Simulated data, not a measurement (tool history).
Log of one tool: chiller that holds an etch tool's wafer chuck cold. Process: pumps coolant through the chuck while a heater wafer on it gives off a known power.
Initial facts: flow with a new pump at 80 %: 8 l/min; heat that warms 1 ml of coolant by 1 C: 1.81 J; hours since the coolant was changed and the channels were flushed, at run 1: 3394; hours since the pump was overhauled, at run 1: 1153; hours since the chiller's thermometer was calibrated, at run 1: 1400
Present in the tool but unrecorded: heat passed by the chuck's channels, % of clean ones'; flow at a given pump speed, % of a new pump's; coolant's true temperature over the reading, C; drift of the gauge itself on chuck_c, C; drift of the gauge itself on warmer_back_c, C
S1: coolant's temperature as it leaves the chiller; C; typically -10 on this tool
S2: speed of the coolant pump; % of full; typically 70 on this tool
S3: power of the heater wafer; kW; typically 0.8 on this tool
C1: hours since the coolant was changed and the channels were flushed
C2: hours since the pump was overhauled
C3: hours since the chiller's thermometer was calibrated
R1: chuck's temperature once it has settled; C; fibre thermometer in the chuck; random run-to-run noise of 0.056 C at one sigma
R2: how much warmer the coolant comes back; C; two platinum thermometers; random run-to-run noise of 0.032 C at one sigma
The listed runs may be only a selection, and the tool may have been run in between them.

Run 1, hour 0: usual settings; C1 3394; C2 1153; C3 1400. Result: R1 -3.11 C, R2 3.86 C.
Run 2, hour 108.4: usual settings; C1 3502; C2 1262; C3 1508. Result: R1 -3.11 C, R2 3.9 C.
Run 3, hour 262.9: usual settings but S2 99 % of full; C1 3657; C2 1416; C3 1663. Result: R1 -4.62 C, R2 2.8 C.
Run 4, hour 363.7: usual settings but S2 92 % of full; C1 3757; C2 1517; C3 1763. Result: R1 -4.36 C, R2 2.95 C.
Run 5, hour 498.2: usual settings; C1 3892; C2 1651; C3 1898. Result: R1 -3.03 C, R2 3.93 C.
At hour 514.1: chiller's thermometer calibrated.
Run 6, hour 623.3: usual settings; C1 4016; C2 1775; C3 109. Result: R1 -3.02 C, R2 3.92 C.
Run 7, hour 722.1: usual settings but S1 -20 C; C1 4115; C2 1874; C3 208. Result: R1 -13.06 C, R2 3.89 C.
Run 8, hour 840.8: usual settings but S1 -15 C, S2 66 % of full, S3 0.827 kW; C1 4233; C2 1993; C3 327. Result: R1 -7.56 C, R2 4.36 C.
Run 9, hour 912.3: usual settings but S2 82 % of full; C1 4305; C2 2064; C3 398. Result: R1 -3.92 C, R2 3.46 C.
Run 10, hour 1054.8: usual settings but S1 -8 C, S2 68 % of full; C1 4447; C2 2207; C3 541. Result: R1 -0.82 C, R2 4.05 C.
Run 11, hour 1196.2: usual settings but S1 -8 C, S2 68 % of full; C1 4589; C2 2348; C3 682. Result: R1 -0.86 C, R2 4.07 C.

Forecast each of these 3 alternatives for the next run:
Run A, hour 1352.7: usual settings but S1 -12 C, S2 99 % of full, S3 1.152 kW; C1 4745; C2 2505; C3 839. Result: R1 ?, R2 ?.
Run B, hour 1352.7: usual settings but S1 -16 C, S2 92 % of full, S3 0.955 kW; C1 4745; C2 2505; C3 839. Result: R1 ?, R2 ?.
Run C, hour 1352.7: usual settings but S1 -6 C, S3 0.459 kW; C1 4745; C2 2505; C3 839. Result: R1 ?, R2 ?.

run     R1    R2
  A  -4.09  4.06
  B  -9.18  3.53
  C  -2.31  2.27
With the hidden condition removed and each run's random variation left untouched, the same runs would have given:
run     R1    R2
  A  -4.66  3.86
  B   -9.6  3.35
  C   -2.3  2.16
